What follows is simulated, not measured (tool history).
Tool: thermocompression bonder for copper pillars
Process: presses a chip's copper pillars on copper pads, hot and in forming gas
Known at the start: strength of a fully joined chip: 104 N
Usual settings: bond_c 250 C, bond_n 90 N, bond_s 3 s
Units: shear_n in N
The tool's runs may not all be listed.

| run | hour | bond_c | bond_n | bond_s | shear_n |
|---|---|---|---|---|---|
| 1 | 0 | 250 | 90 | 3 | 49.8 |
| 2 | 10.1 | 250 | 90 | 3 | 49.8 |
| 3 | 19 | 250 | 90 | 4 | 54.9 |
| 4 | 25.2 | 250 | 90 | 2 | 42.8 |
| 5 | 34.8 | 250 | 90 | 2 | 43 |
| 6 | 46.3 | 250 | 90 | 2 | 42.7 |
| 7 | 60.7 | 250 | 90 | 2 | 42.9 |
| 8 | 73.8 | 250 | 90 | 2 | 42.5 |
| 9 | 86 | 250 | 90 | 4 | 54.3 |
| 10 | 100.7 | 250 | 90 | 4 | 54.2 |
| 11 | 113.1 | 250 | 90 | 4 | 54.3 |
| 12 | 126.3 | 250 | 90 | 4 | 54 |
| 13 | 138.4 | 250 | 90 | 4 | 54 |
| 14 | 145 | 250 | 90 | 5 | 58.1 |
| 15 | 157.4 | 250 | 90 | 5 | 58 |
| 16 | 163.8 | 250 | 90 | 5 | 58.1 |
|  | 165.2 | forming gas filter changed |
| 17 | 171.6 | 250 | 90 | 3 | 49 |
| 18 | 184.7 | 250 | 90 | 3 | 48.7 |
| 19 | 190.6 | 250 | 90 | 3 | 48.8 |
| 20 | 200.8 | 250 | 90 | 3 | 48.6 |
| 21 | 211.8 | 233 | 90 | 3 | 36.8 |
| 22 | 224.6 | 233 | 90 | 3 | 36.6 |
| 23 | 234.5 | 234 | 90 | 7 | 50.8 |
| 24 | 248.6 | 225 | 79 | 4 | 31.9 |
| 25 | 255.7 | 225 | 90 | 3 | 31.4 |
|  | 263 | gauge calibrated |
| 26 | 270 | 225 | 90 | 3 | 32.2 |
| 27 | 276.4 | 244 | 87 | 5 | 53 |
| 28 | 288.1 | 244 | 87 | 5 | 53.1 |
| 29 | 301.7 | 244 | 68 | 5 | 44.7 |
| 30 | 313.2 | 250 | 90 | 6 | 62.4 |
| 31 | 320.7 | 236 | 134 | 6 | 65.5 |
| 32 | 328.1 | 250 | 84 | 2 | 40.5 |
| 33 | 335.3 | 250 | 84 | 2 | 40.5 |
| 34 | 348.4 | 225 | 57 | 3 | 21.7 |
| 35 | 356.7 | 225 | 57 | 3 | 21.8 |
| 36 | 367.7 | 232 | 90 | 5 | 44.4 |
| 37 | 374.3 | 232 | 90 | 5 | 44.4 |
| 38 | 382.7 | 246 | 73 | 6 | 51.1 |

Forecast run 39:
| 39 | 393.4 | 251 | 90 | 3 | ? |

Run 39 gave shear_n 49.8 N.
Without the tool's hidden state the same run would have given shear_n 50.5 N.
